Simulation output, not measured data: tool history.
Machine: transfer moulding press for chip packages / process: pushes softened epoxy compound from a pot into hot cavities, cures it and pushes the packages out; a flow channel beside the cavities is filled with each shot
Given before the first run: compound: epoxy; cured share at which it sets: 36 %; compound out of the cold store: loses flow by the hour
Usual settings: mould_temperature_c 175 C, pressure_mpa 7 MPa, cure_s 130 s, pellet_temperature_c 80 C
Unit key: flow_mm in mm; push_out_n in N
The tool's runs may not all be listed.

run	hour	mould_temperature_c	pressure_mpa	cure_s	pellet_temperature_c	incoming compound's hours out of the cold store	flow_mm	push_out_n
1	0	175	7	130	80	47.7	518	673
# hour 23.9: mould's thermocouples calibrated
2	38.4	175	7	130	80	28.2	546	807
# hour 54: cavities cleaned with cleaning compound and waxed
3	72.5	175	7	130	80	35.5	533	556
4	143.5	175	7	130	80	10.5	571	806
# hour 151.4: cavities cleaned with cleaning compound and waxed
5	195.3	175	7	130	80	12.7	561	668
# hour 249.2: cavities cleaned with cleaning compound and waxed
6	260.1	175	7	130	80	9.3	564	555
# hour 269.4: plunger's sealing rings changed
7	315.8	175	7	130	80	44.5	541	709
8	345.5	175	7	130	80	46.8	540	759
# hour 353.7: cavities cleaned with cleaning compound and waxed
9	395.6	175	7	130	80	46	539	626
10	438.8	175	7	117	80	10.8	589	965
# hour 451.2: cavities cleaned with cleaning compound and waxed
11	475.6	175	7	117	80	22.9	569	685
12	530.9	175	7	117	80	28.9	556	884
# hour 551.5: cavities cleaned with cleaning compound and waxed
13	599.8	175	7	117	80	42.6	532	791
14	643.9	175	7	117	80	9.7	584	937
# hour 648.5: cavities cleaned with cleaning compound and waxed
15	699.3	175	7	117	80	25.4	558	780
# hour 745.4: cavities cleaned with cleaning compound and waxed
# hour 757.1: mould's thermocouples calibrated
16	774.5	179	6.75	116	80	43.7	511	591
17	819.2	179	7.56	133	72	39.3	544	685
# hour 844.5: cavities cleaned with cleaning compound and waxed
18	887.8	178	7	130	80	9.5	568	610
# hour 943.5: cavities cleaned with cleaning compound and waxed
19	943.5	178	7	130	80	35.8	528	436
20	998.3	178	7	130	80	46.4	510	644
# hour 1041.7: cavities cleaned with cleaning compound and waxed
21	1046.6	175	7.9	118	80	15.4	592	616
22	1105.8	175	7.9	118	80	23.7	577	868
# hour 1114: plunger's sealing rings changed
# hour 1143.6: cavities cleaned with cleaning compound and waxed
23	1151.9	175	7.9	118	80	13.4	628	607
24	1214.3	175	7.9	118	80	27.6	605	849
# hour 1241.2: cavities cleaned with cleaning compound and waxed
25	1264.2	175	7.9	118	80	21	615	681
26	1319.9	175	7	130	77	35.1	553	742
# hour 1340.2: cavities cleaned with cleaning compound and waxed
27	1382.5	181	7.67	127	72	42.2	552	581

Predict each of these 3 candidate next runs independently; none follows another, all start after run 27:
A	1431.1	175	7	132	79	40.2	?	?
B	1431.1	167	7	130	78	39.9	?	?
C	1431.1	175	8.39	137	80	14.2	?	?

run	flow_mm	push_out_n
A	538	786
B	560	1227
C	630	752
The same runs, with their run-to-run variation unchanged, on a tool lacking any hidden condition would have given:
run	flow_mm	push_out_n
A	553	470
B	575	756
C	647	450
